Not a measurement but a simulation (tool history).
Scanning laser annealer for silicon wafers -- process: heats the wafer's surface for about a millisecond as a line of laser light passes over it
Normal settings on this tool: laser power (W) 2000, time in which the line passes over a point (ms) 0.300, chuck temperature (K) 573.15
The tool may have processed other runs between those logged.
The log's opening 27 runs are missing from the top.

run,day,laser power (W),time in which the line passes over a point (ms),chuck temperature (K),hours of work since the window was cleaned,hours of work since the power meter was calibrated,hours of work since the optics were aligned,highest temperature of the surface (K)
28,20.571,1715,0.300,562.15,210,433,447,1273.15
29,21.588,1715,0.300,562.15,224,447,461,1270.15
30,22.621,1715,0.300,562.15,238,461,475,1270.15
31,23.692,1803,0.315,539.15,253,476,490,1302.15
32,24.546,1803,0.274,545.15,265,488,502,1247.15
33,25.300,2000,0.290,573.15,275,498,512,1370.15
34,26.283,1998,0.238,599.15,289,512,526,1310.15
35,26.775,2000,0.256,573.15,296,519,533,1313.15
36,27.729,2097,0.350,551.15,309,532,546,1477.15
37,28.633,2166,0.360,573.15,322,544,558,1548.15
38,29.154,1711,0.234,582.15,329,552,566,1193.15
39,29.708,1711,0.234,582.15,337,559,573,1192.15
40,30.700,1711,0.234,582.15,350,573,587,1189.15

3 options for the next run, each taken on its own from the tool as it stands now. Forecast them:
A,31.512,1711,0.234,577.15,362,584,598,?
B,31.512,1741,0.244,609.15,362,584,598,?
C,31.512,1886,0.232,569.15,362,584,598,?

run,highest temperature of the surface (K)
A,1189.15
B,1243.15
C,1233.15
With no hidden state in the tool, these same runs would have given:
run,highest temperature of the surface (K)
A,1189.15
B,1244.15
C,1234.15
